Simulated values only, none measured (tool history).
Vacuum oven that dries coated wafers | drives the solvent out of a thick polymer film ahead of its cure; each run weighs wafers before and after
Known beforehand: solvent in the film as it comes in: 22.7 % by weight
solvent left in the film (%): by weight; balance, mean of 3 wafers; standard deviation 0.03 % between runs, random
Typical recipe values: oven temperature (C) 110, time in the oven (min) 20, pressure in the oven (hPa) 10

Run 1, hour 0: usual settings. Result: solvent left in the film (%) 3.04.
Run 2, hour 15.8: usual settings but time in the oven (min) 12. Result: solvent left in the film (%) 6.02.
Run 3, hour 32.4: usual settings but time in the oven (min) 17. Result: solvent left in the film (%) 3.93.
Run 4, hour 46.8: usual settings but time in the oven (min) 17. Result: solvent left in the film (%) 3.84.
Run 5, hour 67.9: usual settings but time in the oven (min) 30. Result: solvent left in the film (%) 1.34.
Run 6, hour 95.6: usual settings but pressure in the oven (hPa) 14.8. Result: solvent left in the film (%) 3.08.
Run 7, hour 115: usual settings. Result: solvent left in the film (%) 2.96.
Run 8, hour 135.2: usual settings. Result: solvent left in the film (%) 2.97.
Run 9, hour 152.4: usual settings but oven temperature (C) 114. Result: solvent left in the film (%) 2.1.
Run 10, hour 169.7: usual settings but oven temperature (C) 114. Result: solvent left in the film (%) 2.09.
Run 11, hour 187.4: usual settings but pressure in the oven (hPa) 18.7. Result: solvent left in the film (%) 3.12.
Run 12, hour 204.1: usual settings but pressure in the oven (hPa) 11.3. Result: solvent left in the film (%) 3.01.
Run 13, hour 230.5: usual settings but time in the oven (min) 12. Result: solvent left in the film (%) 5.98.
Run 14, hour 251.4: usual settings but time in the oven (min) 12. Result: solvent left in the film (%) 5.94.
Run 15, hour 270.7: usual settings. Result: solvent left in the film (%) 2.96.
Run 16, hour 292.1: usual settings. Result: solvent left in the film (%) 2.96.
Run 17, hour 319.3: usual settings. Result: solvent left in the film (%) 2.9.
Run 18, hour 336.6: usual settings. Result: solvent left in the film (%) 2.92.
Run 19, hour 366.6: usual settings but oven temperature (C) 103. Result: solvent left in the film (%) 4.8.
Run 20, hour 380.1: usual settings but oven temperature (C) 103. Result: solvent left in the film (%) 4.79.
Run 21, hour 403.6: usual settings but oven temperature (C) 103. Result: solvent left in the film (%) 4.81.
Run 22, hour 429.3: usual settings. Result: solvent left in the film (%) 2.9.
Run 23, hour 445.7: usual settings. Result: solvent left in the film (%) 2.97.
Run 24, hour 471.6: usual settings. Result: solvent left in the film (%) 2.92.
Run 25, hour 493.6: usual settings. Result: solvent left in the film (%) 2.96.
Run 26, hour 513.5: usual settings. Result: solvent left in the film (%) 2.93.
Run 27, hour 530.5: usual settings but oven temperature (C) 96. Result: solvent left in the film (%) 6.96.
Run 28, hour 562.9: usual settings but oven temperature (C) 96. Result: solvent left in the film (%) 6.95.
Run 29, hour 588.8: usual settings but oven temperature (C) 123, time in the oven (min) 11, pressure in the oven (hPa) 33.5. Result: solvent left in the film (%) 3.4.
Run 30, hour 620.6: usual settings but pressure in the oven (hPa) 6.5. Result: solvent left in the film (%) 2.85.
Run 31, hour 642.1: usual settings but pressure in the oven (hPa) 6.5. Result: solvent left in the film (%) 2.79.
Run 32, hour 664.6: usual settings but time in the oven (min) 12, pressure in the oven (hPa) 16.5. Result: solvent left in the film (%) 6.18.
Run 33, hour 689.9: usual settings but oven temperature (C) 102, time in the oven (min) 10, pressure in the oven (hPa) 25.1. Result: solvent left in the film (%) 9.84.
Run 34, hour 705.6: usual settings but oven temperature (C) 102, time in the oven (min) 10, pressure in the oven (hPa) 25.1. Result: solvent left in the film (%) 9.83.
Run 35, hour 736.3: usual settings but oven temperature (C) 102, time in the oven (min) 10, pressure in the oven (hPa) 25.1. Result: solvent left in the film (%) 9.82.
Run 36, hour 763.5: usual settings but oven temperature (C) 102, time in the oven (min) 10, pressure in the oven (hPa) 25.1. Result: solvent left in the film (%) 9.8.
Run 37, hour 793: usual settings but oven temperature (C) 118, time in the oven (min) 17, pressure in the oven (hPa) 38.7. Result: solvent left in the film (%) 2.48.
Run 38, hour 825.7: usual settings but oven temperature (C) 102, time in the oven (min) 26, pressure in the oven (hPa) 38.7. Result: solvent left in the film (%) 4.31.
Run 39, hour 849.1: usual settings but oven temperature (C) 122. Result: solvent left in the film (%) 0.9.
Run 40, hour 873.1: usual settings but oven temperature (C) 122. Result: solvent left in the film (%) 0.91.
Run 41, hour 891.5: usual settings but time in the oven (min) 12. Result: solvent left in the film (%) 5.94.
Run 42, hour 923: usual settings but time in the oven (min) 12. Result: solvent left in the film (%) 5.93.
Run 43, hour 940.5: usual settings but time in the oven (min) 12. Result: solvent left in the film (%) 5.92.
Run 44, hour 966.8: usual settings but oven temperature (C) 112, time in the oven (min) 30, pressure in the oven (hPa) 28.2. Result: solvent left in the film (%) 1.44.
Run 45, hour 998.4: usual settings but oven temperature (C) 105, time in the oven (min) 16. Result: solvent left in the film (%) 5.48.
At hour 1003.1: oven's thermocouples calibrated.
Run 46, hour 1021.7: usual settings but oven temperature (C) 105, time in the oven (min) 16. Result: solvent left in the film (%) 6.08.
Run 47, hour 1035.5: usual settings but oven temperature (C) 105, time in the oven (min) 16. Result: solvent left in the film (%) 6.13.

What if the next run were any one of these 4? Each begins from the tool's condition after run 47:
Run A, hour 1066.6: usual settings but oven temperature (C) 105, time in the oven (min) 16, pressure in the oven (hPa) 8. Result: solvent left in the film (%) ?.
Run B, hour 1066.6: usual settings but oven temperature (C) 98, pressure in the oven (hPa) 12.8. Result: solvent left in the film (%) ?.
Run C, hour 1066.6: usual settings but time in the oven (min) 12. Result: solvent left in the film (%) ?.
Run D, hour 1066.6: usual settings but time in the oven (min) 21. Result: solvent left in the film (%) ?.

run  solvent left in the film (%)
  A                          6.01
  B                          6.83
  C                          6.36
  D                          3.03
Stripped of hidden state, with their random variation kept, the same runs would have yielded:
run  solvent left in the film (%)
  A                          5.92
  B                          6.73
  C                          6.29
  D                          2.95

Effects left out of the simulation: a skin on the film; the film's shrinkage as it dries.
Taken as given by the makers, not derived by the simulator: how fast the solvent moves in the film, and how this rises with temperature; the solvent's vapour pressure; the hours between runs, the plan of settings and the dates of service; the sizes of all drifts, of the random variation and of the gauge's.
